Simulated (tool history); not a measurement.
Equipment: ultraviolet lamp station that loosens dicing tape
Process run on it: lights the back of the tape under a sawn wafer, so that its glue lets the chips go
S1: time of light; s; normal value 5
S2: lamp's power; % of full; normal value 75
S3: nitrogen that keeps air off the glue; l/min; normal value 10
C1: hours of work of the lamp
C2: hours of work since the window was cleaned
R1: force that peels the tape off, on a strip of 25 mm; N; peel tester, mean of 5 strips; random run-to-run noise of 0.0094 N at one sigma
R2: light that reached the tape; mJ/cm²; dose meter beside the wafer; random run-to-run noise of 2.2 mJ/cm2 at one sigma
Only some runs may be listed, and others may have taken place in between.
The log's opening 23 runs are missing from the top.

run	hour	S1	S2	S3	C1	C2	R1	R2
24	1189.3	8	93	3	358	256	0.452	310
25	1251	3	80	10	389	286	1.172	100
26	1283.3	5	74	7	405	302	0.811	154
27	1324.5	8	78	6	425	323	0.388	248
28	1365.7	3	75	10	446	343	1.368	86
# hour 1372.1: window cleaned of glue's vapour
29	1424.3	3	75	10	475	26	1.234	100
30	1482	5	75	5	503	54	0.937	159
31	1533.7	4	92	6	529	80	0.858	151
32	1576.8	5	80	9	550	101	0.565	162

Run 33 is up next; what results do you expect?
33	1638.5	5	75	9	581	132	?	?

For run 33 the tool returned R1 0.703 N, R2 146 mJ/cm².
Take away the tool's hidden state, keep the run-to-run variation as it was, and the same run would have given R1 0.442 N, R2 191 mJ/cm².

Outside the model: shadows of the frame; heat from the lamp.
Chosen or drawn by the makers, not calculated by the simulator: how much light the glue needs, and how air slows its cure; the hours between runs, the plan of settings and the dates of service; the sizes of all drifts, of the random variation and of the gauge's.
